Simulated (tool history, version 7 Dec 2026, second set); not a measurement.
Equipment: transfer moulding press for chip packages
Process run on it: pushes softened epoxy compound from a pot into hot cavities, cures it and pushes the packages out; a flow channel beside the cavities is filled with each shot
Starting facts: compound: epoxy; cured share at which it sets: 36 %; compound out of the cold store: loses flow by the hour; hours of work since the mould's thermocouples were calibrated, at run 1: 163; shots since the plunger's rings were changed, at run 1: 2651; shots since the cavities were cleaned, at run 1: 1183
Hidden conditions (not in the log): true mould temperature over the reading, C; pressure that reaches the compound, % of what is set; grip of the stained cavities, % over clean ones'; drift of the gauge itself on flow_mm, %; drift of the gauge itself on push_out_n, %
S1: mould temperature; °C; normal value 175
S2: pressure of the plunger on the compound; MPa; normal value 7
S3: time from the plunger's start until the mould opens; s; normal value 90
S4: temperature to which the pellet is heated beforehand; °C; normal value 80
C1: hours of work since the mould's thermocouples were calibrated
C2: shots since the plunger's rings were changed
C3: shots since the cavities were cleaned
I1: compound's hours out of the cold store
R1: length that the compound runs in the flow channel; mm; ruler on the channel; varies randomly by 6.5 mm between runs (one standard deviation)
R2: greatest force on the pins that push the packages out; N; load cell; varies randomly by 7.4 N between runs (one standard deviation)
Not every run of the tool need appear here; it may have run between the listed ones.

run	hour	S1	S2	S3	S4	C1	C2	C3	I1	R1	R2
1	0	175	7	90	80	163	2651	1183	14.1	889	630
# hour 2.7: cavities cleaned with cleaning compound and waxed
2	10	175	7	90	84	167	2736	73	34.1	800	370
3	15.4	175	7	90	80	170	2790	127	35.6	798	397
4	23.4	175	7	90	80	174	2870	207	32.5	823	445
5	31	175	7	90	80	178	2946	283	23.9	842	481
6	39	175	7	114	80	182	3026	363	30.3	813	423
7	43.1	175	7	114	80	184	3067	404	21.7	852	442
8	46.9	175	7	114	80	186	3105	442	22.7	861	436
9	51.4	175	7	90	74	188	3150	487	42.5	763	550
10	58.1	175	7	90	74	191	3217	554	41.9	798	559
11	62.3	175	7	90	74	193	3259	596	24.2	850	582
12	71.4	175	7	90	74	198	3350	687	42.9	765	562
13	78.2	175	7	90	74	201	3418	755	31	816	587
14	86.9	175	7	90	74	206	3506	843	34.7	799	581
15	91.4	175	7	90	80	208	3550	887	8.5	909	632
# hour 94: mould's thermocouples calibrated
16	102.4	167	7	84	80	4	3640	977	18.2	882	1156
17	111.1	175	7	101	81	9	3727	1064	14.2	872	549
18	119.3	170	7	96	80	13	3809	1146	16	888	689
# hour 125.4: cavities cleaned with cleaning compound and waxed
# hour 128.6: mould's thermocouples calibrated, once more
19	131.3	175	7	90	74	1	3894	39	23.1	843	364
20	135.6	167	7	73	71	3	3937	82	45.6	773	879
21	140.3	175	8.8	95	80	6	3984	129	25	948	380
22	144.4	175	8.8	95	80	8	4026	171	18.8	953	420
23	152	175	6.07	81	88	12	4101	246	26	757	574
24	156	179	7.52	83	86	14	4142	287	14	889	478
25	159.8	179	7.52	83	72	16	4179	324	28.1	835	512
26	168.8	179	7.52	83	72	20	4269	414	21.6	853	558
27	172.8	174	8.37	103	80	22	4309	454	44.7	820	477
28	179	174	8.37	103	80	25	4371	516	12.6	970	521
29	182.8	174	8.37	103	80	27	4409	554	30.8	879	490

What if the next run were any one of these 3? Each begins from the tool's condition after run 29:
A	187.2	175	6.01	90	80	29	4453	598	15.7	?	?
B	187.2	174	8.37	103	74	29	4453	598	34.1	?	?
C	187.2	174	8.37	85	80	29	4453	598	31.2	?	?

run	R1	R2
A	803	611
B	863	513
C	871	647
Without the tool's unlogged condition, the same runs would have read:
run	R1	R2
A	866	334
B	931	277
C	939	345

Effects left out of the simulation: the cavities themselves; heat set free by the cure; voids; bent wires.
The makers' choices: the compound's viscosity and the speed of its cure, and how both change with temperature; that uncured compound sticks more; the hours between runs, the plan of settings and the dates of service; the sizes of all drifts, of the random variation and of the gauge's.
